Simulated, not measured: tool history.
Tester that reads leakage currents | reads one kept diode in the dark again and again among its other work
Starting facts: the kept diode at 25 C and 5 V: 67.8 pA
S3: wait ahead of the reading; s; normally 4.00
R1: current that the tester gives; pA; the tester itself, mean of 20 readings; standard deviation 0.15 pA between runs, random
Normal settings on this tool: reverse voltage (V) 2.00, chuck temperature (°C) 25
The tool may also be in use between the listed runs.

run 1 hour=0.0 | reverse_voltage_(V)=2.00 chuck_temperature_(°C)=25 S3=4.00 | R1=43.39
run 2 hour=43.5 | reverse_voltage_(V)=2.00 chuck_temperature_(°C)=25 S3=4.00 | R1=43.32
run 3 hour=72.2 | reverse_voltage_(V)=2.00 chuck_temperature_(°C)=26 S3=4.00 | R1=47.36
run 4 hour=106.2 | reverse_voltage_(V)=2.00 chuck_temperature_(°C)=26 S3=4.00 | R1=47.43
run 5 hour=135.0 | reverse_voltage_(V)=2.00 chuck_temperature_(°C)=26 S3=4.00 | R1=47.18
run 6 hour=186.5 | reverse_voltage_(V)=2.00 chuck_temperature_(°C)=21 S3=4.00 | R1=30.40
run 7 hour=229.1 | reverse_voltage_(V)=6.17 chuck_temperature_(°C)=21 S3=4.00 | R1=51.73
run 8 hour=284.0 | reverse_voltage_(V)=6.17 chuck_temperature_(°C)=21 S3=4.00 | R1=42.71
run 9 hour=338.9 | reverse_voltage_(V)=1.47 chuck_temperature_(°C)=22 S3=1.25 | R1=24.04
run 10 hour=363.6 | reverse_voltage_(V)=12.00 chuck_temperature_(°C)=25 S3=4.00 | R1=73.17
run 11 hour=390.2 | reverse_voltage_(V)=12.00 chuck_temperature_(°C)=25 S3=4.00 | R1=73.07
run 12 hour=419.4 | reverse_voltage_(V)=12.00 chuck_temperature_(°C)=25 S3=4.00 | R1=73.58
run 13 hour=444.9 | reverse_voltage_(V)=2.00 chuck_temperature_(°C)=50 S3=2.64 | R1=327.90
run 14 hour=484.1 | reverse_voltage_(V)=2.00 chuck_temperature_(°C)=28 S3=4.00 | R1=47.32
run 15 hour=505.9 | reverse_voltage_(V)=1.88 chuck_temperature_(°C)=25 S3=5.73 | R1=34.77
run 16 hour=537.3 | reverse_voltage_(V)=1.88 chuck_temperature_(°C)=25 S3=5.73 | R1=47.54

Put back what was entered between runs (3 entries, withheld): which listed runs does each sit between, and how does the hidden state differ from the listed run before to the listed run after?
Logged between run 7 and run 8: probe card cleaned and baked (hour 273.5)
  stray current of the dirty probe card, pA a volt: 1.462 -> 0.036; current scale over the true one, %: 0.2 -> 0.21; true chuck temperature over the reading, C: -1.79 -> -1.82
  measured minus no-state result, R1: +0.94 -> -8.01 pA
Logged between run 8 and run 9: chuck's temperature calibrated (hour 289.2)
  stray current of the dirty probe card, pA a volt: 0.036 -> 0.07; current scale over the true one, %: 0.21 -> 0.22; true chuck temperature over the reading, C: -1.82 -> -3.05
  measured minus no-state result, R1: -8.01 -> -8.03 pA
Logged between run 15 and run 16: chuck's temperature calibrated, once more (hour 512.5)
  stray current of the dirty probe card, pA a volt: 0.18 -> 0.201; true chuck temperature over the reading, C: -3.15 -> 0.11
  measured minus no-state result, R1: -11.65 -> +0.93 pA
